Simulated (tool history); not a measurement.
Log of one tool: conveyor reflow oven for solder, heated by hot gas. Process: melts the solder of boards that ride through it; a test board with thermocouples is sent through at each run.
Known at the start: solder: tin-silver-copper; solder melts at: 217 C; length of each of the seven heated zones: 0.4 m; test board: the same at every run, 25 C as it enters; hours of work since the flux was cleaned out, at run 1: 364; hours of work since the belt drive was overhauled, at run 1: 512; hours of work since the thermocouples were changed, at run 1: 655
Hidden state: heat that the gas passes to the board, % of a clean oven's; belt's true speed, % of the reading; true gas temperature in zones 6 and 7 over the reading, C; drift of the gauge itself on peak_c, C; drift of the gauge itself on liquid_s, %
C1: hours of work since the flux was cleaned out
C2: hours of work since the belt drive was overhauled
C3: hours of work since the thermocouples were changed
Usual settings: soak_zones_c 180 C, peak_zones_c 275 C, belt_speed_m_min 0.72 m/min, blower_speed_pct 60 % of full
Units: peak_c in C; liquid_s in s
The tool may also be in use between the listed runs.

run 1 day=0 | soak_zones_c=180 peak_zones_c=275 belt_speed_m_min=0.72 blower_speed_pct=60 | C1=364 C2=512 C3=655 | peak_c=251.5 liquid_s=50.44
run 2 day=0.533 | soak_zones_c=180 peak_zones_c=275 belt_speed_m_min=0.72 blower_speed_pct=60 | C1=369 C2=518 C3=660 | peak_c=251.6 liquid_s=50.42
run 3 day=1.717 | soak_zones_c=180 peak_zones_c=275 belt_speed_m_min=0.72 blower_speed_pct=60 | C1=381 C2=530 C3=672 | peak_c=251.7 liquid_s=50.26
run 4 day=2.867 | soak_zones_c=180 peak_zones_c=275 belt_speed_m_min=0.72 blower_speed_pct=60 | C1=393 C2=542 C3=684 | peak_c=251.6 liquid_s=50.24
run 5 day=4.029 | soak_zones_c=182 peak_zones_c=275 belt_speed_m_min=0.72 blower_speed_pct=60 | C1=405 C2=553 C3=696 | peak_c=252 liquid_s=51.33
run 6 day=5.175 | soak_zones_c=166 peak_zones_c=285 belt_speed_m_min=0.713 blower_speed_pct=88 | C1=417 C2=565 C3=708 | peak_c=264.7 liquid_s=55.13
run 7 day=6.333 | soak_zones_c=166 peak_zones_c=285 belt_speed_m_min=0.713 blower_speed_pct=88 | C1=429 C2=577 C3=719 | peak_c=264.3 liquid_s=55.08
run 8 day=7.225 | soak_zones_c=166 peak_zones_c=286 belt_speed_m_min=0.765 blower_speed_pct=53 | C1=438 C2=586 C3=729 | peak_c=251.2 liquid_s=42.02
-- day=7.792 flux residue cleaned out of gas plates and filters
run 9 day=8.275 | soak_zones_c=166 peak_zones_c=283 belt_speed_m_min=0.765 blower_speed_pct=68 | C1=5 C2=595 C3=737 | peak_c=256.2 liquid_s=46.31
run 10 day=9.158 | soak_zones_c=168 peak_zones_c=272 belt_speed_m_min=0.72 blower_speed_pct=50 | C1=14 C2=604 C3=746 | peak_c=243.6 liquid_s=39.79

3 ways to go on from here, each from the tool as it stands after run 10. What would each give?
run A day=10.396 | soak_zones_c=180 peak_zones_c=275 belt_speed_m_min=0.72 blower_speed_pct=51 | C1=27 C2=616 C3=759 | peak_c=? liquid_s=?
run B day=10.396 | soak_zones_c=178 peak_zones_c=275 belt_speed_m_min=0.72 blower_speed_pct=82 | C1=27 C2=616 C3=759 | peak_c=? liquid_s=?
run C day=10.396 | soak_zones_c=180 peak_zones_c=275 belt_speed_m_min=0.614 blower_speed_pct=78 | C1=27 C2=616 C3=759 | peak_c=? liquid_s=?

run=A peak_c=249.6 liquid_s=48.54
run=B peak_c=257.8 liquid_s=54.67
run=C peak_c=262.2 liquid_s=68.1
Without the tool's hidden state the same runs would have given:
run=A peak_c=250 liquid_s=48.19
run=B peak_c=258.4 liquid_s=54.31
run=C peak_c=262.8 liquid_s=67.55
